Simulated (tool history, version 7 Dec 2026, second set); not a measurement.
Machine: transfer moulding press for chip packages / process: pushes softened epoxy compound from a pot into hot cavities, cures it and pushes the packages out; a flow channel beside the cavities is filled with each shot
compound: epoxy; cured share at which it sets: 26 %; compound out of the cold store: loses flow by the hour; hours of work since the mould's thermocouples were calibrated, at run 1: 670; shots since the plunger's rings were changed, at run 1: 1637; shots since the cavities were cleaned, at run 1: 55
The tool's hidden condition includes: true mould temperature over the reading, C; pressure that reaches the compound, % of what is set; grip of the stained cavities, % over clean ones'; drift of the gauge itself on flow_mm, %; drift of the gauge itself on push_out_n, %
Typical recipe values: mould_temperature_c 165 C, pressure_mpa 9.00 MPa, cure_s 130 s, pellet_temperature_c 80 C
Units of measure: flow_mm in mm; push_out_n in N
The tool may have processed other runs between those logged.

| run | day | mould_temperature_c | pressure_mpa | cure_s | pellet_temperature_c | hours of work since the mould's thermocouples were calibrated | shots since the plunger's rings were changed | shots since the cavities were cleaned | incoming compound's hours out of the cold store | flow_mm | push_out_n |
|---|---|---|---|---|---|---|---|---|---|---|---|
| 1 | 0.000 | 165 | 9.00 | 130 | 80 | 670 | 1637 | 55 | 14.4 | 745 | 330 |
|  | 1.971 | cavities cleaned with cleaning compound and waxed |
| 2 | 2.625 | 161 | 9.00 | 130 | 80 | 716 | 2264 | 161 | 24.8 | 732 | 679 |
|  | 3.946 | cavities cleaned with cleaning compound and waxed |
| 3 | 5.192 | 161 | 9.00 | 130 | 80 | 761 | 2876 | 304 | 35.0 | 705 | 509 |
|  | 5.917 | cavities cleaned with cleaning compound and waxed |
|  | 8.025 | cavities cleaned with cleaning compound and waxed |
| 4 | 8.546 | 161 | 9.00 | 130 | 80 | 820 | 3666 | 129 | 41.7 | 678 | 429 |
|  | 9.971 | cavities cleaned with cleaning compound and waxed |
| 5 | 10.492 | 165 | 9.00 | 130 | 80 | 854 | 4126 | 128 | 15.2 | 726 | 358 |
|  | 12.075 | cavities cleaned with cleaning compound and waxed |
|  | 12.612 | mould's thermocouples calibrated |
|  | 13.792 | plunger's sealing rings changed |
|  | 14.212 | cavities cleaned with cleaning compound and waxed |
| 6 | 14.217 | 165 | 9.00 | 130 | 80 | 26 | 88 | 1 | 20.8 | 726 | 292 |
|  | 16.283 | cavities cleaned with cleaning compound and waxed |
| 7 | 17.017 | 165 | 9.00 | 130 | 80 | 75 | 758 | 180 | 20.6 | 718 | 389 |
|  | 18.450 | cavities cleaned with cleaning compound and waxed |
|  | 18.838 | cavities cleaned with cleaning compound and waxed, once more |
| 8 | 18.900 | 165 | 9.00 | 130 | 80 | 107 | 1188 | 16 | 9.5 | 756 | 296 |
|  | 20.900 | cavities cleaned with cleaning compound and waxed |
| 9 | 22.275 | 165 | 10.09 | 130 | 80 | 167 | 1997 | 336 | 15.7 | 778 | 439 |
|  | 22.871 | cavities cleaned with cleaning compound and waxed |
| 10 | 24.658 | 165 | 10.09 | 130 | 80 | 209 | 2565 | 438 | 41.1 | 702 | 444 |
|  | 25.071 | cavities cleaned with cleaning compound and waxed |
| 11 | 26.404 | 165 | 7.58 | 130 | 80 | 239 | 2976 | 326 | 14.8 | 665 | 404 |
|  | 27.112 | cavities cleaned with cleaning compound and waxed |
| 12 | 28.271 | 165 | 9.00 | 130 | 80 | 271 | 3417 | 283 | 16.5 | 724 | 399 |
|  | 29.308 | cavities cleaned with cleaning compound and waxed |
| 13 | 31.021 | 165 | 8.72 | 130 | 80 | 320 | 4074 | 418 | 15.3 | 705 | 445 |
|  | 31.342 | cavities cleaned with cleaning compound and waxed |
|  | 33.354 | cavities cleaned with cleaning compound and waxed |
|  | 34.558 | plunger's sealing rings changed |
| 14 | 34.642 | 165 | 9.00 | 130 | 73 | 381 | 21 | 289 | 44.1 | 667 | 390 |
|  | 35.542 | cavities cleaned with cleaning compound and waxed |
| 15 | 37.342 | 165 | 9.00 | 130 | 73 | 429 | 666 | 440 | 28.7 | 709 | 452 |
|  | 37.567 | cavities cleaned with cleaning compound and waxed |
|  | 39.671 | cavities cleaned with cleaning compound and waxed |
| 16 | 41.038 | 161 | 9.00 | 158 | 73 | 493 | 1538 | 334 | 34.4 | 714 | 421 |
|  | 41.817 | cavities cleaned with cleaning compound and waxed |
| 17 | 42.758 | 161 | 9.00 | 158 | 73 | 523 | 1944 | 230 | 23.4 | 736 | 393 |
|  | 43.792 | cavities cleaned with cleaning compound and waxed |
|  | 45.888 | cavities cleaned with cleaning compound and waxed |
| 18 | 46.304 | 161 | 9.00 | 158 | 73 | 585 | 2780 | 101 | 24.0 | 732 | 337 |
|  | 47.908 | cavities cleaned with cleaning compound and waxed |
| 19 | 49.754 | 165 | 9.00 | 130 | 89 | 646 | 3608 | 451 | 26.1 | 700 | 460 |
|  | 50.138 | cavities cleaned with cleaning compound and waxed |
| 20 | 51.383 | 165 | 9.00 | 146 | 70 | 674 | 3992 | 305 | 30.8 | 686 | 379 |
|  | 52.192 | cavities cleaned with cleaning compound and waxed |
| 21 | 53.875 | 166 | 9.00 | 148 | 72 | 718 | 4585 | 411 | 10.9 | 729 | 423 |
|  | 54.146 | cavities cleaned with cleaning compound and waxed |
|  | 55.046 | plunger's sealing rings changed |
| 22 | 55.996 | 166 | 9.00 | 128 | 84 | 753 | 232 | 427 | 11.1 | 752 | 443 |
|  | 56.346 | cavities cleaned with cleaning compound and waxed |
| 23 | 58.017 | 166 | 9.00 | 128 | 84 | 788 | 710 | 408 | 38.6 | 679 | 429 |
|  | 58.371 | cavities cleaned with cleaning compound and waxed |
| 24 | 59.667 | 165 | 8.22 | 163 | 86 | 817 | 1099 | 317 | 35.9 | 654 | 402 |
|  | 60.404 | cavities cleaned with cleaning compound and waxed |
| 25 | 61.992 | 165 | 8.22 | 163 | 86 | 858 | 1652 | 388 | 43.5 | 635 | 401 |

The same runs without the tool's hidden state, with the same run-to-run variation:
| run | flow_mm | push_out_n |
|---|---|---|
| 1 | 751 | 293 |
| 2 | 740 | 320 |
| 3 | 717 | 329 |
| 4 | 693 | 331 |
| 5 | 744 | 275 |
| 6 | 731 | 284 |
| 7 | 725 | 285 |
| 8 | 766 | 284 |
| 9 | 793 | 295 |
| 10 | 719 | 272 |
| 11 | 683 | 269 |
| 12 | 745 | 269 |
| 13 | 729 | 278 |
| 14 | 666 | 263 |
| 15 | 711 | 279 |
| 16 | 721 | 274 |
| 17 | 745 | 281 |
| 18 | 745 | 278 |
| 19 | 717 | 284 |
| 20 | 704 | 257 |
| 21 | 752 | 263 |
| 22 | 749 | 271 |
| 23 | 679 | 265 |
| 24 | 656 | 269 |
| 25 | 640 | 260 |

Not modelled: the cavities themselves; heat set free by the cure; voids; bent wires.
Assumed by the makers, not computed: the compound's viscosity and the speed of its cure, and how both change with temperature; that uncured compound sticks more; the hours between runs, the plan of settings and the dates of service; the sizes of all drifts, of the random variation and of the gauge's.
